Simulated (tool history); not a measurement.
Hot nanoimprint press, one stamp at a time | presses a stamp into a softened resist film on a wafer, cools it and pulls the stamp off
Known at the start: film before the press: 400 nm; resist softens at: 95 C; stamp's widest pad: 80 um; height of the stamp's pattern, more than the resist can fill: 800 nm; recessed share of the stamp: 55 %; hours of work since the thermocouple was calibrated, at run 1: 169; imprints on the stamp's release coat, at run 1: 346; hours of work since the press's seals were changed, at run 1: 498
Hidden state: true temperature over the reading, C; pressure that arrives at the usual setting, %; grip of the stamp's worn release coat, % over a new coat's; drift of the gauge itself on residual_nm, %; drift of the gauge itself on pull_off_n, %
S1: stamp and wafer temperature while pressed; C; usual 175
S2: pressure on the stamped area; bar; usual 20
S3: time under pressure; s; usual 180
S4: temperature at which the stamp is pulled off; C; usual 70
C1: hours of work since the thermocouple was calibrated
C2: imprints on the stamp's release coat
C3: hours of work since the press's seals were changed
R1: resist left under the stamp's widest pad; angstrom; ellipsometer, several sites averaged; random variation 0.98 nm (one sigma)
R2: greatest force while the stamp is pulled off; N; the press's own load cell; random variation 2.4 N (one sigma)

Run 1, hour 0: usual settings; C1 169; C2 346; C3 498. Result: R1 1381 angstrom, R2 108 N.
Run 2, hour 9.2: usual settings; C1 176; C2 392; C3 505. Result: R1 1387 angstrom, R2 112 N.
Run 3, hour 27.3: usual settings; C1 190; C2 481; C3 519. Result: R1 1373 angstrom, R2 114 N.
Run 4, hour 47.8: usual settings; C1 205; C2 581; C3 534. Result: R1 1371 angstrom, R2 114 N.
Run 5, hour 68.6: usual settings but S2 30.7 bar; C1 221; C2 684; C3 550. Result: R1 1079 angstrom, R2 117 N.
Run 6, hour 87.5: usual settings but S2 30.1 bar; C1 236; C2 777; C3 564. Result: R1 1093 angstrom, R2 118 N.
Run 7, hour 99.7: usual settings but S2 30.1 bar; C1 245; C2 837; C3 574. Result: R1 1110 angstrom, R2 115 N.
Run 8, hour 110.7: usual settings but S2 24.7 bar; C1 253; C2 891; C3 582. Result: R1 1216 angstrom, R2 123 N.
Run 9, hour 124.9: usual settings but S3 97 s; C1 264; C2 961; C3 593. Result: R1 1706 angstrom, R2 118 N.
Run 10, hour 135.5: usual settings but S1 177 C, S2 26.6 bar, S3 97 s, S4 60 C; C1 272; C2 1013; C3 601. Result: R1 1367 angstrom, R2 150 N.
Run 11, hour 145.2: usual settings but S1 185 C; C1 280; C2 1060; C3 608. Result: R1 957 angstrom, R2 125 N.
Run 12, hour 157.4: usual settings but S1 185 C, S2 13.4 bar, S3 100 s; C1 289; C2 1120; C3 618. Result: R1 1521 angstrom, R2 121 N.
Run 13, hour 177.2: usual settings but S1 184 C, S2 13.4 bar, S3 100 s, S4 72 C; C1 304; C2 1218; C3 633. Result: R1 1553 angstrom, R2 111 N.

3 ways to go on from here, each from the tool as it stands after run 13. What would each give?
Run A, hour 192: usual settings but S1 165 C, S3 109 s; C1 315; C2 1290; C3 644. Result: R1 ?, R2 ?.
Run B, hour 192: usual settings but S1 184 C, S2 28.3 bar, S3 157 s, S4 72 C; C1 315; C2 1290; C3 644. Result: R1 ?, R2 ?.
Run C, hour 192: usual settings but S1 170 C, S2 13.4 bar, S3 254 s, S4 59 C; C1 315; C2 1290; C3 644. Result: R1 ?, R2 ?.

run    R1   R2
  A  2280  126
  B   881  117
  C  1764  163
Without the tool's hidden state the same runs would have given:
run    R1   R2
  A  2372  111
  B   909  104
  C  1848  143
